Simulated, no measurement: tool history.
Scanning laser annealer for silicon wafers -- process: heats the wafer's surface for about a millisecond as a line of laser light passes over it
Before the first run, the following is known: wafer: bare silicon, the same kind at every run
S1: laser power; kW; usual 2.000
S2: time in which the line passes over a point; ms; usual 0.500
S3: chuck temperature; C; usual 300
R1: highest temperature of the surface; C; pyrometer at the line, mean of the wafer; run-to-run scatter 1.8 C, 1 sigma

| run | hour | S1 | S2 | S3 | R1 |
|---|---|---|---|---|---|
| 1 | 0.0 | 2.000 | 0.500 | 300 | 995 |
| 2 | 48.6 | 2.000 | 0.500 | 273 | 967 |
| 3 | 100.8 | 2.000 | 0.500 | 300 | 989 |
| 4 | 149.0 | 2.000 | 0.500 | 299 | 982 |
| 5 | 196.8 | 2.000 | 0.500 | 299 | 978 |
| 6 | 223.9 | 2.000 | 0.500 | 299 | 975 |
| 7 | 245.4 | 2.000 | 0.500 | 299 | 974 |
| 8 | 276.0 | 2.000 | 0.500 | 299 | 971 |
| 9 | 314.3 | 2.000 | 0.500 | 299 | 966 |
| 10 | 338.6 | 2.000 | 0.500 | 299 | 1019 |
| 11 | 384.1 | 2.000 | 0.500 | 299 | 1015 |
| 12 | 415.3 | 2.000 | 0.500 | 299 | 1013 |
| 13 | 441.2 | 2.000 | 0.500 | 299 | 1009 |
| 14 | 482.1 | 2.000 | 0.445 | 300 | 973 |
| 15 | 512.8 | 2.000 | 0.445 | 300 | 969 |
| 16 | 545.3 | 2.000 | 0.500 | 300 | 1004 |
| 17 | 587.9 | 2.000 | 0.358 | 300 | 906 |
| 18 | 639.1 | 2.000 | 0.471 | 300 | 973 |
| 19 | 662.5 | 2.000 | 0.471 | 300 | 975 |
| 20 | 702.6 | 2.000 | 0.471 | 300 | 972 |
| 21 | 726.5 | 2.000 | 0.471 | 300 | 971 |
| 22 | 766.4 | 2.176 | 0.500 | 300 | 1065 |
| 23 | 794.6 | 1.777 | 0.500 | 300 | 882 |
| 24 | 829.7 | 1.777 | 0.500 | 300 | 880 |
| 25 | 853.5 | 1.777 | 0.500 | 300 | 880 |
| 26 | 887.1 | 2.000 | 0.367 | 290 | 875 |
| 27 | 916.9 | 2.000 | 0.367 | 290 | 877 |
| 28 | 939.9 | 2.018 | 0.579 | 327 | 1051 |
| 29 | 966.4 | 2.000 | 0.406 | 300 | 909 |
| 30 | 1003.8 | 1.800 | 0.470 | 321 | 884 |
| 31 | 1025.2 | 1.991 | 0.543 | 281 | 962 |
| 32 | 1061.4 | 2.000 | 0.462 | 282 | 922 |
| 33 | 1108.2 | 2.000 | 0.462 | 282 | 914 |
| 34 | 1133.7 | 1.906 | 0.492 | 295 | 903 |
| 35 | 1178.4 | 1.838 | 0.414 | 262 | 801 |
| 36 | 1226.7 | 1.838 | 0.414 | 262 | 795 |
| 37 | 1255.9 | 2.194 | 0.360 | 314 | 970 |
| 38 | 1285.7 | 1.812 | 0.366 | 333 | 882 |
| 39 | 1331.6 | 1.796 | 0.366 | 333 | 875 |
| 40 | 1384.0 | 1.824 | 0.528 | 292 | 943 |

Withheld: 3 entries from between the runs. Position of each, and hidden state at the listed run before versus the listed run after:
Run 9 -> run 10: window over the wafer cleaned (hour 319.6)
  light that passes the window, % of a clean one's: 94.34 -> 99.65; laser's true power over the reading, %: -0.33 -> -0.35; width of the line over the set one, %: 1.5 -> 1.58
  measured less the result without the state, R1: -66 -> -16 C
Run 36 -> run 37: optics aligned, line set to its width (hour 1249.8)
  light that passes the window, % of a clean one's: 94.57 -> 94.46; laser's true power over the reading, %: -0.91 -> -0.92; width of the line over the set one, %: 4.67 -> 0.18
  measured less the result without the state, R1: -71 -> -60 C
Run 37 -> run 38: window over the wafer cleaned (hour 1266.5)
  light that passes the window, % of a clean one's: 94.46 -> 99.8; laser's true power over the reading, %: -0.92 -> -0.94; width of the line over the set one, %: 0.18 -> 0.28
  measured less the result without the state, R1: -60 -> -10 C
